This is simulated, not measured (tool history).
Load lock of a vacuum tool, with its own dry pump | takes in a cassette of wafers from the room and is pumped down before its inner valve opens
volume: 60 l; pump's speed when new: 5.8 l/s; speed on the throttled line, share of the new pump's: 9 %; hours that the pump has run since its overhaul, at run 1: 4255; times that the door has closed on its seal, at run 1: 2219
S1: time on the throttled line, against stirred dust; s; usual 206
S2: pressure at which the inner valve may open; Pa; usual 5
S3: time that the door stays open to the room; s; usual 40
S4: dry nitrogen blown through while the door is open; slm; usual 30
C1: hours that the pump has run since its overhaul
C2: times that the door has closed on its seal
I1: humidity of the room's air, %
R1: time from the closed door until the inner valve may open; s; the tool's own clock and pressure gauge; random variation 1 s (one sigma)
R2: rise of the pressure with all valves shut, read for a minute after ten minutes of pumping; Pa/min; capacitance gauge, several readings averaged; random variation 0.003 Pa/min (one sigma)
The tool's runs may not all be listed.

run 1 hour=0 | S1=206 S2=5 S3=40 S4=30 | C1=4255 C2=2219 | I1=47.2 | R1=296.8 R2=0.035
run 2 hour=121.2 | S1=206 S2=5 S3=40 S4=30 | C1=4376 C2=2750 | I1=45.2 | R1=297.8 R2=0.034
run 3 hour=228.2 | S1=206 S2=5 S3=40 S4=30 | C1=4483 C2=3219 | I1=45 | R1=296.7 R2=0.04
run 4 hour=313.5 | S1=206 S2=5 S3=40 S4=30 | C1=4568 C2=3593 | I1=40.5 | R1=296.6 R2=0.038
run 5 hour=405.9 | S1=206 S2=6 S3=40 S4=30 | C1=4661 C2=3998 | I1=44.7 | R1=293.6 R2=0.04
run 6 hour=542.3 | S1=206 S2=6 S3=40 S4=30 | C1=4797 C2=4596 | I1=44.8 | R1=293.6 R2=0.051
run 7 hour=662.4 | S1=206 S2=6 S3=40 S4=30 | C1=4917 C2=5122 | I1=45.9 | R1=295.6 R2=0.052
run 8 hour=793 | S1=206 S2=6 S3=40 S4=30 | C1=5048 C2=5695 | I1=42.8 | R1=296.2 R2=0.058
run 9 hour=856.6 | S1=206 S2=6 S3=40 S4=30 | C1=5111 C2=5974 | I1=43.3 | R1=295.7 R2=0.057
run 10 hour=945.4 | S1=206 S2=5 S3=40 S4=30 | C1=5200 C2=6363 | I1=41.4 | R1=297.9 R2=0.062
run 11 hour=1014.4 | S1=206 S2=5 S3=40 S4=30 | C1=5269 C2=6666 | I1=46.3 | R1=298 R2=0.062
run 12 hour=1157.4 | S1=206 S2=5 S3=40 S4=30 | C1=5412 C2=7293 | I1=42.8 | R1=297.3 R2=0.076
run 13 hour=1299.5 | S1=206 S2=5 S3=40 S4=30 | C1=5554 C2=7916 | I1=43.7 | R1=296.5 R2=0.082
run 14 hour=1369.9 | S1=206 S2=5 S3=40 S4=30 | C1=5625 C2=8224 | I1=45.6 | R1=297.2 R2=0.086
run 15 hour=1497 | S1=206 S2=5 S3=40 S4=30 | C1=5752 C2=8781 | I1=41.8 | R1=299 R2=0.093
run 16 hour=1643.8 | S1=243 S2=5 S3=40 S4=30 | C1=5899 C2=9425 | I1=40.9 | R1=330.5 R2=0.093
run 17 hour=1768.3 | S1=206 S2=5 S3=40 S4=30 | C1=6023 C2=9971 | I1=46.4 | R1=299 R2=0.101
run 18 hour=1861.9 | S1=206 S2=5 S3=40 S4=30 | C1=6117 C2=10381 | I1=43.9 | R1=296.8 R2=0.11
run 19 hour=2014.7 | S1=206 S2=5 S3=40 S4=30 | C1=6269 C2=11051 | I1=46.4 | R1=297.9 R2=0.112
run 20 hour=2153 | S1=113 S2=8 S3=40 S4=30 | C1=6408 C2=11657 | I1=47 | R1=208.2 R2=0.122
run 21 hour=2259.8 | S1=113 S2=5 S3=45 S4=30 | C1=6515 C2=12125 | I1=45.8 | R1=214.7 R2=0.135
run 22 hour=2347.1 | S1=113 S2=5 S3=45 S4=30 | C1=6602 C2=12508 | I1=47.3 | R1=214.1 R2=0.138
run 23 hour=2479 | S1=113 S2=5 S3=45 S4=30 | C1=6734 C2=13086 | I1=48.9 | R1=215.4 R2=0.148
run 24 hour=2555.3 | S1=127 S2=5 S3=40 S4=11 | C1=6810 C2=13420 | I1=42.8 | R1=227.3 R2=0.162
run 25 hour=2690.4 | S1=127 S2=5 S3=40 S4=8 | C1=6945 C2=14013 | I1=43.3 | R1=227 R2=0.171
run 26 hour=2784.5 | S1=127 S2=5 S3=40 S4=8 | C1=7039 C2=14425 | I1=44.9 | R1=227.3 R2=0.181
run 27 hour=2903.6 | S1=206 S2=8 S3=119 S4=30 | C1=7158 C2=14947 | I1=44.1 | R1=293.1 R2=0.179

The next listed run, before its measurement:
run 28 hour=3033.3 | S1=257 S2=8 S3=74 S4=30 | C1=7288 C2=15516 | I1=44.5 | R1=? R2=?

{"run 28": {"R1": 339.6, "R2": 0.188}}
Without the tool's hidden state the same run would have given R1 332.9 s, R2 0.013 Pa/min.
